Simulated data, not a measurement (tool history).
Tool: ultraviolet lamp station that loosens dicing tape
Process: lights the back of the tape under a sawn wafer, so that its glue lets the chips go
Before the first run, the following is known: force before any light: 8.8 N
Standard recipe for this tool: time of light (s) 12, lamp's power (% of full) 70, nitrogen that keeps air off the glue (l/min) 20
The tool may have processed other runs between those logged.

run	day	time of light (s)	lamp's power (% of full)	nitrogen that keeps air off the glue (l/min)	force that peels the tape off (N)	light that reached the tape (mJ/cm2)
1	0	12	70	20	0.406	395
2	2.292	12	70	20	0.417	397
3	5.121	12	90	20	0.276	496
4	7.571	12	90	20	0.315	476
5	10.462	12	90	20	0.306	466
6	13.375	12	90	20	0.323	464
7	14.875	14	73	8	0.77	419
8	16.312	14	73	8	0.78	425
9	18.133	14	73	8	0.763	421
10	21.1	18	87	18	0.219	625

Not shown here: 1 entry made in the log between runs. Locate each between two listed runs and compare the hidden state at the listed run before it with the hidden state at the listed run after it:
Run 3 -> run 4: window cleaned of glue's vapour (day 7.05)
  lamp's light, % of a new lamp's: 97.3 -> 96.4; light that the window lets through, % of a clean one's: 95.1 -> 92.2
  what was measured, less what the result would be without the hidden state, force that peels the tape off (N): +0.028 -> +0.046; light that reached the tape (mJ/cm2): -40 -> -60
